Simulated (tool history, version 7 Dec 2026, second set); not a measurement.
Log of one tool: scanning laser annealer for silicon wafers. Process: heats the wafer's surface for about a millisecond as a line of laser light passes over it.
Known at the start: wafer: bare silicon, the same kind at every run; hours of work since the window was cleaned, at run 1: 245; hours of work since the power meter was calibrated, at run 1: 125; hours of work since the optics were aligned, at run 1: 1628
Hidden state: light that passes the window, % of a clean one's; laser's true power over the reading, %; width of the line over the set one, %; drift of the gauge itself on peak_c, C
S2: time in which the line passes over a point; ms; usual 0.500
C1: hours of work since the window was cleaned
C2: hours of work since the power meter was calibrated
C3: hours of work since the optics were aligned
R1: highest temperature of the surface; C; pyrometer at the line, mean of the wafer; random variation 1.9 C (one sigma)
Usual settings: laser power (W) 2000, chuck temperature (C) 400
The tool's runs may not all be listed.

run 1 day=0.000 | laser_power_(W)=2000 S2=0.500 chuck_temperature_(C)=400 | C1=245 C2=125 C3=1628 | R1=1102
run 2 day=0.429 | laser_power_(W)=2095 S2=0.500 chuck_temperature_(C)=400 | C1=253 C2=133 C3=1636 | R1=1135
run 3 day=0.908 | laser_power_(W)=2000 S2=0.500 chuck_temperature_(C)=400 | C1=261 C2=141 C3=1645 | R1=1098
-- day=1.688 optics aligned, line set to its width
run 4 day=1.854 | laser_power_(W)=2000 S2=0.500 chuck_temperature_(C)=400 | C1=275 C2=155 C3=3 | R1=1109
run 5 day=2.292 | laser_power_(W)=2000 S2=0.500 chuck_temperature_(C)=400 | C1=283 C2=163 C3=11 | R1=1107
run 6 day=2.712 | laser_power_(W)=2000 S2=0.500 chuck_temperature_(C)=400 | C1=290 C2=170 C3=19 | R1=1107
run 7 day=3.512 | laser_power_(W)=2149 S2=0.500 chuck_temperature_(C)=400 | C1=305 C2=185 C3=33 | R1=1162
run 8 day=3.912 | laser_power_(W)=2149 S2=0.500 chuck_temperature_(C)=407 | C1=312 C2=192 C3=40 | R1=1168
run 9 day=4.292 | laser_power_(W)=2149 S2=0.500 chuck_temperature_(C)=407 | C1=319 C2=199 C3=47 | R1=1168
-- day=4.479 window over the wafer cleaned
run 10 day=5.150 | laser_power_(W)=2000 S2=0.500 chuck_temperature_(C)=400 | C1=12 C2=213 C3=61 | R1=1132
run 11 day=5.883 | laser_power_(W)=2000 S2=0.500 chuck_temperature_(C)=400 | C1=25 C2=226 C3=74 | R1=1134
run 12 day=6.400 | laser_power_(W)=2000 S2=0.500 chuck_temperature_(C)=400 | C1=35 C2=236 C3=84 | R1=1134
run 13 day=7.092 | laser_power_(W)=2000 S2=0.500 chuck_temperature_(C)=400 | C1=47 C2=248 C3=96 | R1=1130
run 14 day=7.883 | laser_power_(W)=2000 S2=0.500 chuck_temperature_(C)=400 | C1=62 C2=262 C3=111 | R1=1128
run 15 day=8.417 | laser_power_(W)=2000 S2=0.500 chuck_temperature_(C)=400 | C1=71 C2=272 C3=120 | R1=1131
run 16 day=8.771 | laser_power_(W)=2000 S2=0.500 chuck_temperature_(C)=400 | C1=78 C2=278 C3=127 | R1=1127
run 17 day=9.362 | laser_power_(W)=2000 S2=0.547 chuck_temperature_(C)=400 | C1=88 C2=289 C3=138 | R1=1163
run 18 day=9.783 | laser_power_(W)=2000 S2=0.547 chuck_temperature_(C)=400 | C1=96 C2=297 C3=145 | R1=1168
run 19 day=10.375 | laser_power_(W)=2000 S2=0.500 chuck_temperature_(C)=400 | C1=107 C2=307 C3=156 | R1=1122
run 20 day=10.933 | laser_power_(W)=2000 S2=0.500 chuck_temperature_(C)=379 | C1=117 C2=318 C3=166 | R1=1098
run 21 day=11.604 | laser_power_(W)=2000 S2=0.500 chuck_temperature_(C)=400 | C1=129 C2=330 C3=178 | R1=1119
run 22 day=12.117 | laser_power_(W)=1869 S2=0.599 chuck_temperature_(C)=400 | C1=138 C2=339 C3=187 | R1=1146
run 23 day=12.696 | laser_power_(W)=1872 S2=0.590 chuck_temperature_(C)=400 | C1=149 C2=350 C3=198 | R1=1134
run 24 day=13.038 | laser_power_(W)=2197 S2=0.384 chuck_temperature_(C)=433 | C1=155 C2=356 C3=204 | R1=1110
run 25 day=13.771 | laser_power_(W)=1920 S2=0.585 chuck_temperature_(C)=433 | C1=168 C2=369 C3=217 | R1=1184
run 26 day=14.408 | laser_power_(W)=2134 S2=0.500 chuck_temperature_(C)=400 | C1=180 C2=380 C3=229 | R1=1168
run 27 day=15.067 | laser_power_(W)=1714 S2=0.368 chuck_temperature_(C)=400 | C1=192 C2=392 C3=241 | R1=900
run 28 day=15.879 | laser_power_(W)=1855 S2=0.368 chuck_temperature_(C)=409 | C1=206 C2=407 C3=255 | R1=953
run 29 day=16.442 | laser_power_(W)=1741 S2=0.500 chuck_temperature_(C)=400 | C1=217 C2=417 C3=266 | R1=1007
run 30 day=16.817 | laser_power_(W)=2180 S2=0.375 chuck_temperature_(C)=390 | C1=223 C2=424 C3=272 | R1=1048
run 31 day=17.404 | laser_power_(W)=1712 S2=0.555 chuck_temperature_(C)=381 | C1=234 C2=435 C3=283 | R1=1018
run 32 day=17.771 | laser_power_(W)=2000 S2=0.371 chuck_temperature_(C)=383 | C1=241 C2=441 C3=290 | R1=974
run 33 day=18.242 | laser_power_(W)=2000 S2=0.371 chuck_temperature_(C)=383 | C1=249 C2=450 C3=298 | R1=974
run 34 day=18.771 | laser_power_(W)=2132 S2=0.609 chuck_temperature_(C)=432 | C1=259 C2=460 C3=308 | R1=1285
run 35 day=19.217 | laser_power_(W)=1830 S2=0.500 chuck_temperature_(C)=400 | C1=267 C2=468 C3=316 | R1=1044
run 36 day=19.742 | laser_power_(W)=2158 S2=0.500 chuck_temperature_(C)=365 | C1=276 C2=477 C3=325 | R1=1131
run 37 day=20.375 | laser_power_(W)=2175 S2=0.443 chuck_temperature_(C)=416 | C1=288 C2=489 C3=337 | R1=1131
run 38 day=20.933 | laser_power_(W)=2175 S2=0.443 chuck_temperature_(C)=416 | C1=298 C2=499 C3=347 | R1=1133
run 39 day=21.304 | laser_power_(W)=1702 S2=0.506 chuck_temperature_(C)=405 | C1=305 C2=505 C3=354 | R1=996
run 40 day=21.775 | laser_power_(W)=1702 S2=0.506 chuck_temperature_(C)=405 | C1=313 C2=514 C3=362 | R1=996
-- day=22.338 window over the wafer cleaned
run 41 day=22.429 | laser_power_(W)=1914 S2=0.457 chuck_temperature_(C)=400 | C1=2 C2=524 C3=373 | R1=1059

Hidden state or all else? Some run-to-run changes of R1, split into what the settings, what came in and random variation would give without the hidden state, and what is left for the hidden state (with any gauge scatter that isn't in both results):
Run 9 -> 10: laser power (W) 2149 -> 2000, chuck temperature (C) 407 -> 400, window over the wafer cleaned. R1 -36 C: hidden state +34, all else -70.
Run 26 -> 27: laser power (W) 2134 -> 1714, S2 0.500 -> 0.368. R1 -268 C: hidden state +8, all else -276.
Run 33 -> 34: laser power (W) 2000 -> 2132, S2 0.371 -> 0.609, chuck temperature (C) 383 -> 432. R1 +311 C: hidden state -15, all else +326.
Run 34 -> 35: laser power (W) 2132 -> 1830, S2 0.609 -> 0.500, chuck temperature (C) 432 -> 400. R1 -241 C: hidden state +10, all else -251.
Run 40 -> 41: laser power (W) 1702 -> 1914, S2 0.506 -> 0.457, chuck temperature (C) 405 -> 400, window over the wafer cleaned. R1 +63 C: hidden state +25, all else +38.

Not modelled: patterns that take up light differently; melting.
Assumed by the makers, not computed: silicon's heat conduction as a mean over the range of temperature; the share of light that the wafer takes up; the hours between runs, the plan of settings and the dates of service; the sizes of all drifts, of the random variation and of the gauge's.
